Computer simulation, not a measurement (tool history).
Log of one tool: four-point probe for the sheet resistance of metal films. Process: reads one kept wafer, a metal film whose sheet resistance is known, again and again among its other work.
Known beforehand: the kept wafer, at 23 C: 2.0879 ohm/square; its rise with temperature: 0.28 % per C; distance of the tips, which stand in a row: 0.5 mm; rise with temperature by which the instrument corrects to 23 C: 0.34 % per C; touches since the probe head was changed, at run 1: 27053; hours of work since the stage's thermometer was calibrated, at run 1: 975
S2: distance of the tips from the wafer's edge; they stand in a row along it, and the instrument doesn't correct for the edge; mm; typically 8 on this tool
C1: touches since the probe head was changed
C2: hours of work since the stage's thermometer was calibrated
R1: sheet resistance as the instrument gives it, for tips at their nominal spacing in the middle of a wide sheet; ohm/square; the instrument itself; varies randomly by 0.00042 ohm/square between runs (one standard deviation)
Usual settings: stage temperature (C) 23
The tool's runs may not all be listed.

{"run": 1, "day": 0.0, "stage temperature (C)": 23, "S2": 8, "C1": 27053, "C2": 975, "R1": 2.100236}
{"run": 2, "day": 0.946, "stage temperature (C)": 23, "S2": 35, "C1": 27714, "C2": 991, "R1": 2.095616}
{"run": 3, "day": 2.033, "stage temperature (C)": 23, "S2": 35, "C1": 28472, "C2": 1008, "R1": 2.096871}
{"run": 4, "day": 3.358, "stage temperature (C)": 21, "S2": 35, "C1": 29397, "C2": 1030, "R1": 2.099675}
{"run": 5, "day": 4.562, "stage temperature (C)": 21, "S2": 35, "C1": 30235, "C2": 1049, "R1": 2.100326}
{"run": 6, "day": 5.425, "stage temperature (C)": 21, "S2": 35, "C1": 30839, "C2": 1063, "R1": 2.099129}
{"run": 7, "day": 6.367, "stage temperature (C)": 21, "S2": 35, "C1": 31495, "C2": 1079, "R1": 2.099935}
{"run": 8, "day": 7.662, "stage temperature (C)": 23, "S2": 8, "C1": 32398, "C2": 1100, "R1": 2.102271}
{"run": 9, "day": 9.262, "stage temperature (C)": 23, "S2": 11, "C1": 33516, "C2": 1125, "R1": 2.099879}
{"run": 10, "day": 10.292, "stage temperature (C)": 23, "S2": 8, "C1": 34234, "C2": 1142, "R1": 2.101647}
{"run": 11, "day": 11.467, "stage temperature (C)": 26, "S2": 8, "C1": 35053, "C2": 1161, "R1": 2.099253}
{"run": 12, "day": 12.138, "stage temperature (C)": 26, "S2": 11, "C1": 35520, "C2": 1172, "R1": 2.096064}
{"run": 13, "day": 13.246, "stage temperature (C)": 31, "S2": 42, "C1": 36295, "C2": 1190, "R1": 2.087811}
{"run": 14, "day": 14.183, "stage temperature (C)": 26, "S2": 24, "C1": 36947, "C2": 1205, "R1": 2.094968}
{"run": 15, "day": 15.333, "stage temperature (C)": 26, "S2": 24, "C1": 37750, "C2": 1224, "R1": 2.094808}
{"run": 16, "day": 16.8, "stage temperature (C)": 27, "S2": 53, "C1": 38773, "C2": 1248, "R1": 2.093875}
{"run": 17, "day": 18.333, "stage temperature (C)": 23, "S2": 63, "C1": 39843, "C2": 1272, "R1": 2.09943}
{"run": 18, "day": 19.438, "stage temperature (C)": 28, "S2": 3, "C1": 40612, "C2": 1290, "R1": 2.123721}
{"run": 19, "day": 20.812, "stage temperature (C)": 33, "S2": 6, "C1": 41572, "C2": 1313, "R1": 2.094748}
{"run": 20, "day": 21.608, "stage temperature (C)": 24, "S2": 8, "C1": 42128, "C2": 1325, "R1": 2.103158}
{"run": 21, "day": 22.871, "stage temperature (C)": 19, "S2": 50, "C1": 43008, "C2": 1346, "R1": 2.106214}

Each row is a separate what-if for the run after 21, all from the same tool condition, not one after another. Results?
{"run": "A", "day": 24.038, "stage temperature (C)": 19, "S2": 14, "C1": 43822, "C2": 1365, "R1": "?"}
{"run": "B", "day": 24.038, "stage temperature (C)": 26, "S2": 8, "C1": 43822, "C2": 1365, "R1": "?"}
{"run": "C", "day": 24.038, "stage temperature (C)": 24, "S2": 50, "C1": 43822, "C2": 1365, "R1": "?"}
{"run": "D", "day": 24.038, "stage temperature (C)": 23, "S2": 5, "C1": 43822, "C2": 1365, "R1": "?"}
{"run": "E", "day": 24.038, "stage temperature (C)": 19, "S2": 7, "C1": 43822, "C2": 1365, "R1": "?"}

run=A R1=2.107063
run=B R1=2.100464
run=C R1=2.098537
run=D R1=2.111228
run=E R1=2.111443
The same runs, with their run-to-run variation unchanged, on a tool lacking any hidden condition would have given:
run=A R1=2.094478
run=B R1=2.087963
run=C R1=2.086034
run=D R1=2.098647
run=E R1=2.098833

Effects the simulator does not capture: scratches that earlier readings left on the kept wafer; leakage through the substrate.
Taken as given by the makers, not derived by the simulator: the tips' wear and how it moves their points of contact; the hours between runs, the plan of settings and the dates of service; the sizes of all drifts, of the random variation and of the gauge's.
